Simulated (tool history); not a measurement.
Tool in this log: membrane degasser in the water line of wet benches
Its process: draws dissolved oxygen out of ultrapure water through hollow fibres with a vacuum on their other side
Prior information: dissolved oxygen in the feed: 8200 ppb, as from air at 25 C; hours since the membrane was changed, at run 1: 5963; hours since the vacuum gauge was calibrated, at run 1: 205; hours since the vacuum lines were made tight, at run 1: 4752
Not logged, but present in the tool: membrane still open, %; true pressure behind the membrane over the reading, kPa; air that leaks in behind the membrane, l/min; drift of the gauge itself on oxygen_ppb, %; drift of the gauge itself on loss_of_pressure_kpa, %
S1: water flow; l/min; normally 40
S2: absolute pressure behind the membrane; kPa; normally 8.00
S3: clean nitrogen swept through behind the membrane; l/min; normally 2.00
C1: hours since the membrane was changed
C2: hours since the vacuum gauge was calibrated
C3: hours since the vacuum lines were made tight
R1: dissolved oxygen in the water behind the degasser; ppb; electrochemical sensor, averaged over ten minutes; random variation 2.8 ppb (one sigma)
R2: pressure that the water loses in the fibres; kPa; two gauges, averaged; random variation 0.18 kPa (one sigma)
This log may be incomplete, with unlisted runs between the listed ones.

run	hour	S1	S2	S3	C1	C2	C3	R1	R2
1	0.0	40	8.00	2.00	5963	205	4752	284.0	36.27
2	85.1	40	8.00	2.00	6048	290	4837	290.2	36.27
3	176.9	40	8.00	2.00	6140	382	4929	287.2	36.13
4	331.2	40	8.00	2.00	6294	537	5083	283.6	36.22
5	487.6	40	8.00	2.00	6450	693	5239	290.4	36.45
6	624.8	57	8.00	2.00	6588	830	5377	431.1	51.45
7	714.6	57	8.00	2.00	6677	920	5466	434.5	51.47
8	834.8	57	8.00	2.00	6798	1040	5587	436.1	51.75
9	943.1	57	8.00	2.00	6906	1148	5695	426.5	52.03
10	1069.9	57	9.96	2.00	7033	1275	5822	543.2	51.93
11	1224.0	57	9.96	2.00	7187	1429	5976	545.6	52.19
12	1382.2	40	8.72	2.11	7345	1588	6134	312.2	36.38
13	1530.3	62	8.00	2.00	7493	1736	6282	474.5	56.49
14	1670.8	48	5.76	5.97	7634	1876	6423	166.7	43.76
15	1757.1	40	8.00	3.73	7720	1963	6509	201.2	36.36
16	1842.4	24	18.23	3.73	7805	2048	6594	254.3	21.56
17	1927.8	24	18.23	3.73	7891	2133	6680	254.8	21.78
18	1992.2	24	18.23	3.73	7955	2198	6744	250.5	21.78
19	2122.3	34	7.81	0.88	8085	2328	6874	400.1	30.90

Consider 5 possible next runs. They are alternatives, not a sequence: every one starts from the tool as it was left by run 19. What does each give?
A	2269.0	41	7.81	1.28	8232	2474	7021	?	?
B	2269.0	26	8.67	0.88	8232	2474	7021	?	?
C	2269.0	34	5.87	0.88	8232	2474	7021	?	?
D	2269.0	35	15.78	2.00	8232	2474	7021	?	?
E	2269.0	29	6.32	1.07	8232	2474	7021	?	?

run	R1	R2
A	385.2	37.64
B	357.6	23.96
C	255.7	31.04
D	533.0	31.74
E	217.5	26.27
The same runs, with their run-to-run variation unchanged, on a tool lacking any hidden condition would have given:
run	R1	R2
A	374.6	36.60
B	352.0	23.29
C	248.8	30.17
D	521.6	30.85
E	211.4	25.54

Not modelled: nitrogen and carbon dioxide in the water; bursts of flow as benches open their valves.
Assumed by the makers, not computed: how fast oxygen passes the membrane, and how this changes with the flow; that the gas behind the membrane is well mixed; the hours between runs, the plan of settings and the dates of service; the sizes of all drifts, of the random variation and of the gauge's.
